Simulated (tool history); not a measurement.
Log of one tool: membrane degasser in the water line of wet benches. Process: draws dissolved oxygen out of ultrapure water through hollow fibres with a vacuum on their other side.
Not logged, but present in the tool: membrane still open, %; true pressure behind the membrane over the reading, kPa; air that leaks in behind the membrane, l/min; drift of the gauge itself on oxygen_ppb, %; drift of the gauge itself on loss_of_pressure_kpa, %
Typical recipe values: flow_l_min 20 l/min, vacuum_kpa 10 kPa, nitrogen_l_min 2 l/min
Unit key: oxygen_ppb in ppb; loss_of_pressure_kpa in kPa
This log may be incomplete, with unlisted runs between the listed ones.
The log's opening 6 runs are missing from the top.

run,hour,flow_l_min,vacuum_kpa,nitrogen_l_min,hours since the membrane was changed,hours since the vacuum gauge was calibrated,hours since the vacuum lines were made tight,oxygen_ppb,loss_of_pressure_kpa
7,673.3,20,10,2,5987,1411,4402,194.7,38.34
8,756.7,20,10,2,6071,1494,4485,195.2,38.5
9,879.6,20,10,2,6193,1617,4608,197.2,38.47
10,965.8,20,10,2,6280,1703,4694,196.4,38.66
11,1026.1,20,10,2,6340,1763,4755,196.8,38.89
12,1109.9,20,10,2,6424,1847,4838,197.5,38.24
13,1198,20,10,2,6512,1935,4927,195,38.76
14,1313,20,10,2,6627,2050,5042,197.4,38.57
15,1448.2,20,10,2,6762,2186,5177,199.1,38.65
16,1514.2,26,10,1.2,6828,2252,5243,421.8,50.2
17,1579.4,26,10,1.2,6893,2317,5308,423.4,50.46
18,1693.2,31,15.8,3.16,7007,2431,5422,493.9,60.34
19,1785.9,31,17.8,3.16,7100,2523,5514,529.5,60.29
20,1867.5,16,20.8,2,7181,2605,5596,350.4,30.99
# hour 1875.2: vacuum gauge calibrated
21,1947.6,16,20.8,2,7261,72,5676,339,31.33
22,2073.2,16,20.8,2,7387,198,5801,348.6,31.01
23,2203.7,14,18.4,1.16,7517,329,5932,424.9,27.56
24,2284.9,20,24.1,3.81,7598,410,6013,303.1,39.15
# hour 2324.1: vacuum gauge calibrated, once more
25,2347.1,20,24.1,3.81,7660,23,6075,302.2,38.55
26,2414.8,12,6.5,4.13,7728,91,6142,26.6,23.59
27,2502.9,27,15.9,4.13,7816,179,6231,333.1,52.53
28,2625.4,27,15.9,4.13,7938,301,6353,332.8,52.34
29,2735.4,21,10,2,8048,411,6463,219.9,41.07
30,2873.5,15,6.4,2,8186,549,6601,66.4,28.99

5 ways to go on from here, each from the tool as it stands after run 30. What would each give?
A,2981.4,25,6.4,2,8294,657,6709,?,?
B,2981.4,23,7.8,2,8294,657,6709,?,?
C,2981.4,25,16.2,1.07,8294,657,6709,?,?
D,2981.4,15,6.4,1.38,8294,657,6709,?,?
E,2981.4,15,8.2,2,8294,657,6709,?,?

run,oxygen_ppb,loss_of_pressure_kpa
A,195.7,48.88
B,196,45.05
C,710.8,48.93
D,91.8,29.08
E,99.8,29.39
Had the tool no hidden state, the same runs would have come out as:
run,oxygen_ppb,loss_of_pressure_kpa
A,168.2,45.84
B,174.4,42.25
C,682,45.89
D,86.3,27.26
E,94.1,27.56
